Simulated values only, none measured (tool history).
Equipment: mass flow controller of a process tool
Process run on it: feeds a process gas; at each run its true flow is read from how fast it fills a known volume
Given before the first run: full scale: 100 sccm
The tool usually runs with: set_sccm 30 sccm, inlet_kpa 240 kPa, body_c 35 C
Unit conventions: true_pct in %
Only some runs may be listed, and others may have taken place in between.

| run | hour | set_sccm | inlet_kpa | body_c | true_pct |
|---|---|---|---|---|---|
| 1 | 0.0 | 30 | 240 | 35 | 98.82 |
| 2 | 190.0 | 30 | 240 | 35 | 98.85 |
| 3 | 430.0 | 30 | 240 | 28 | 98.71 |
| 4 | 570.9 | 16 | 240 | 35 | 99.27 |
| 5 | 822.8 | 30 | 240 | 39 | 98.99 |
| 6 | 1068.7 | 30 | 240 | 39 | 98.97 |
| 7 | 1183.4 | 30 | 240 | 39 | 98.83 |
| 8 | 1407.2 | 30 | 240 | 39 | 99.06 |
| 9 | 1615.8 | 30 | 240 | 35 | 98.85 |
| 10 | 1880.0 | 30 | 240 | 35 | 98.92 |
| 11 | 2094.0 | 30 | 240 | 28 | 98.83 |
| 12 | 2260.0 | 30 | 240 | 28 | 98.79 |
| 13 | 2462.6 | 30 | 240 | 38 | 99.03 |
| 14 | 2682.9 | 30 | 240 | 35 | 98.94 |
| 15 | 2882.2 | 30 | 214 | 35 | 98.91 |
| 16 | 2991.2 | 30 | 214 | 35 | 98.93 |
| 17 | 3151.0 | 30 | 214 | 35 | 98.89 |
| 18 | 3361.1 | 30 | 240 | 22 | 98.61 |
| 19 | 3545.1 | 30 | 240 | 35 | 99.07 |
| 20 | 3758.8 | 30 | 240 | 35 | 99.10 |
| 21 | 3883.1 | 30 | 240 | 35 | 99.11 |
| 22 | 4006.5 | 30 | 240 | 35 | 99.02 |
| 23 | 4123.8 | 30 | 240 | 35 | 99.06 |
| 24 | 4256.4 | 30 | 240 | 28 | 98.91 |
| 25 | 4512.3 | 11 | 240 | 27 | 101.30 |
| 26 | 4649.5 | 14 | 144 | 23 | 100.08 |
| 27 | 4914.4 | 14 | 144 | 23 | 100.22 |
| 28 | 5178.9 | 49 | 260 | 25 | 98.43 |
| 29 | 5414.9 | 49 | 260 | 25 | 98.42 |
| 30 | 5557.1 | 49 | 260 | 25 | 98.41 |
| 31 | 5694.1 | 14 | 240 | 21 | 100.75 |
| 32 | 5892.8 | 17 | 240 | 35 | 100.61 |
| 33 | 6155.7 | 17 | 231 | 36 | 100.51 |
| 34 | 6416.6 | 30 | 278 | 35 | 99.41 |
| 35 | 6580.7 | 30 | 278 | 35 | 99.36 |
| 36 | 6840.5 | 30 | 278 | 35 | 99.43 |
|  | 6926.1 | controller's zero set anew |
| 37 | 7098.4 | 26 | 209 | 35 | 97.23 |
| 38 | 7224.9 | 26 | 209 | 35 | 97.28 |
| 39 | 7398.2 | 60 | 144 | 34 | 97.09 |
| 40 | 7583.5 | 30 | 178 | 35 | 97.33 |
| 41 | 7765.3 | 42 | 157 | 31 | 96.93 |
| 42 | 7936.6 | 42 | 157 | 31 | 96.96 |
| 43 | 8068.0 | 42 | 157 | 31 | 97.01 |
| 44 | 8296.6 | 67 | 241 | 39 | 97.42 |
| 45 | 8542.6 | 11 | 275 | 32 | 98.39 |
| 46 | 8704.7 | 11 | 275 | 32 | 98.58 |
| 47 | 8873.0 | 11 | 275 | 32 | 98.32 |

Table of differences, measured result less the result of that run with no hidden state. Run-to-run variation is the same in both. Gauge scatter possibly is not:
What the log doesn't record here: flow at rest that the sensor doesn't see, % of full scale; true flow over the shown one, %; drift of the gauge itself on true_pct, %.
| run | true_pct |
|---|---|
| 1 | -1.28 |
| 2 | -1.27 |
| 3 | -1.26 |
| 4 | -0.84 |
| 5 | -1.24 |
| 6 | -1.23 |
| 7 | -1.22 |
| 8 | -1.21 |
| 9 | -1.20 |
| 10 | -1.18 |
| 11 | -1.17 |
| 12 | -1.16 |
| 13 | -1.15 |
| 14 | -1.14 |
| 15 | -1.12 |
| 16 | -1.11 |
| 17 | -1.11 |
| 18 | -1.09 |
| 19 | -1.08 |
| 20 | -1.07 |
| 21 | -1.07 |
| 22 | -1.06 |
| 23 | -1.05 |
| 24 | -1.04 |
| 25 | +1.43 |
| 26 | +0.64 |
| 27 | +0.73 |
| 28 | -1.60 |
| 29 | -1.61 |
| 30 | -1.61 |
| 31 | +1.00 |
| 32 | +0.40 |
| 33 | +0.48 |
| 34 | -0.91 |
| 35 | -0.89 |
| 36 | -0.88 |
| 37 | -2.73 |
| 38 | -2.72 |
| 39 | -2.84 |
| 40 | -2.72 |
| 41 | -2.80 |
| 42 | -2.80 |
| 43 | -2.80 |
| 44 | -2.91 |
| 45 | -1.78 |
| 46 | -1.71 |
| 47 | -1.63 |
